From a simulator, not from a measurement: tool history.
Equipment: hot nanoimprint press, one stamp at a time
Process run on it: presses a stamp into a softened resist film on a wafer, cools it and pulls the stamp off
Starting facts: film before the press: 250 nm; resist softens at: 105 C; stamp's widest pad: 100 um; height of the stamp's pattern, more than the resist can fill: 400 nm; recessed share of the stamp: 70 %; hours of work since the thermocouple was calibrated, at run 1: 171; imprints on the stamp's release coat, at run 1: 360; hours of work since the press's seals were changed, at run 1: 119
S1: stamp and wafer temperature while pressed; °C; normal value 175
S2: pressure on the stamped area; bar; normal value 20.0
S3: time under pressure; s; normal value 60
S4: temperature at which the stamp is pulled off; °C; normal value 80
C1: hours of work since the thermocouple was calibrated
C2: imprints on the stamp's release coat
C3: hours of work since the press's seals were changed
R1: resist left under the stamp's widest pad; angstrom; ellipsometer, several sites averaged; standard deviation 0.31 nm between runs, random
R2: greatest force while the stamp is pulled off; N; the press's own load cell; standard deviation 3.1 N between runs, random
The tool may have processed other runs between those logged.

{"run": 1, "day": 0.0, "S1": 175, "S2": 20.0, "S3": 60, "S4": 80, "C1": 171, "C2": 360, "C3": 119, "R1": 935, "R2": 236}
{"run": 2, "day": 0.892, "S1": 175, "S2": 20.0, "S3": 60, "S4": 70, "C1": 180, "C2": 407, "C3": 128, "R1": 935, "R2": 255}
{"run": 3, "day": 1.612, "S1": 175, "S2": 20.0, "S3": 60, "S4": 70, "C1": 187, "C2": 445, "C3": 135, "R1": 930, "R2": 259}
{"run": 4, "day": 2.133, "S1": 170, "S2": 20.0, "S3": 60, "S4": 80, "C1": 193, "C2": 472, "C3": 141, "R1": 1209, "R2": 245}
{"run": 5, "day": 2.758, "S1": 170, "S2": 20.0, "S3": 60, "S4": 80, "C1": 199, "C2": 505, "C3": 147, "R1": 1214, "R2": 243}
{"run": 6, "day": 3.425, "S1": 175, "S2": 26.8, "S3": 60, "S4": 80, "C1": 206, "C2": 540, "C3": 154, "R1": 799, "R2": 246}
{"day": 4.233, "done": "stamp cleaned and given a new release coat"}
{"run": 7, "day": 4.542, "S1": 175, "S2": 26.8, "S3": 60, "S4": 80, "C1": 215, "C2": 16, "C3": 163, "R1": 798, "R2": 210}
{"run": 8, "day": 5.258, "S1": 175, "S2": 26.8, "S3": 60, "S4": 80, "C1": 222, "C2": 53, "C3": 170, "R1": 796, "R2": 220}
{"run": 9, "day": 5.671, "S1": 175, "S2": 26.8, "S3": 60, "S4": 80, "C1": 226, "C2": 75, "C3": 174, "R1": 795, "R2": 214}
{"run": 10, "day": 6.375, "S1": 175, "S2": 26.8, "S3": 60, "S4": 80, "C1": 233, "C2": 112, "C3": 181, "R1": 799, "R2": 213}
{"run": 11, "day": 7.192, "S1": 173, "S2": 20.0, "S3": 60, "S4": 80, "C1": 242, "C2": 155, "C3": 190, "R1": 1031, "R2": 216}
{"run": 12, "day": 7.875, "S1": 173, "S2": 20.0, "S3": 60, "S4": 80, "C1": 249, "C2": 190, "C3": 197, "R1": 1033, "R2": 228}
{"run": 13, "day": 8.583, "S1": 173, "S2": 20.0, "S3": 60, "S4": 80, "C1": 256, "C2": 228, "C3": 204, "R1": 1035, "R2": 227}
{"run": 14, "day": 9.442, "S1": 173, "S2": 20.0, "S3": 60, "S4": 80, "C1": 265, "C2": 273, "C3": 213, "R1": 1021, "R2": 228}
{"run": 15, "day": 9.912, "S1": 173, "S2": 20.0, "S3": 60, "S4": 80, "C1": 269, "C2": 297, "C3": 217, "R1": 1024, "R2": 225}
{"run": 16, "day": 10.85, "S1": 182, "S2": 18.5, "S3": 31, "S4": 82, "C1": 279, "C2": 346, "C3": 227, "R1": 873, "R2": 231}
{"run": 17, "day": 11.371, "S1": 182, "S2": 18.5, "S3": 31, "S4": 82, "C1": 284, "C2": 373, "C3": 232, "R1": 875, "R2": 229}
{"day": 11.546, "done": "plate thermocouple calibrated"}
{"run": 18, "day": 12.0, "S1": 182, "S2": 18.5, "S3": 31, "S4": 82, "C1": 5, "C2": 400, "C3": 237, "R1": 864, "R2": 231}
{"run": 19, "day": 12.546, "S1": 184, "S2": 18.5, "S3": 43, "S4": 82, "C1": 10, "C2": 428, "C3": 243, "R1": 691, "R2": 235}
{"run": 20, "day": 13.088, "S1": 175, "S2": 20.0, "S3": 98, "S4": 80, "C1": 16, "C2": 457, "C3": 248, "R1": 754, "R2": 245}
{"run": 21, "day": 13.55, "S1": 175, "S2": 20.0, "S3": 49, "S4": 80, "C1": 20, "C2": 481, "C3": 253, "R1": 988, "R2": 240}
{"run": 22, "day": 14.175, "S1": 175, "S2": 20.0, "S3": 49, "S4": 80, "C1": 27, "C2": 514, "C3": 259, "R1": 990, "R2": 248}
{"day": 14.362, "done": "plate thermocouple calibrated, once more"}
{"run": 23, "day": 15.142, "S1": 183, "S2": 12.3, "S3": 49, "S4": 80, "C1": 8, "C2": 558, "C3": 268, "R1": 895, "R2": 252}
{"day": 15.621, "done": "stamp cleaned and given a new release coat"}
{"run": 24, "day": 16.188, "S1": 167, "S2": 28.4, "S3": 34, "S4": 82, "C1": 16, "C2": 30, "C3": 276, "R1": 1477, "R2": 210}
{"run": 25, "day": 16.904, "S1": 181, "S2": 17.7, "S3": 60, "S4": 80, "C1": 23, "C2": 67, "C3": 284, "R1": 748, "R2": 214}
{"run": 26, "day": 17.421, "S1": 181, "S2": 17.7, "S3": 60, "S4": 80, "C1": 29, "C2": 94, "C3": 289, "R1": 758, "R2": 216}

Expected results for the next run?
{"run": 27, "day": 17.888, "S1": 175, "S2": 20.0, "S3": 109, "S4": 80, "C1": 33, "C2": 119, "C3": 294, "R1": "?", "R2": "?"}

For run 27 the tool returned R1 766 angstrom, R2 218 N.
Without the tool's hidden state the same run would have given R1 767 angstrom, R2 210 N.
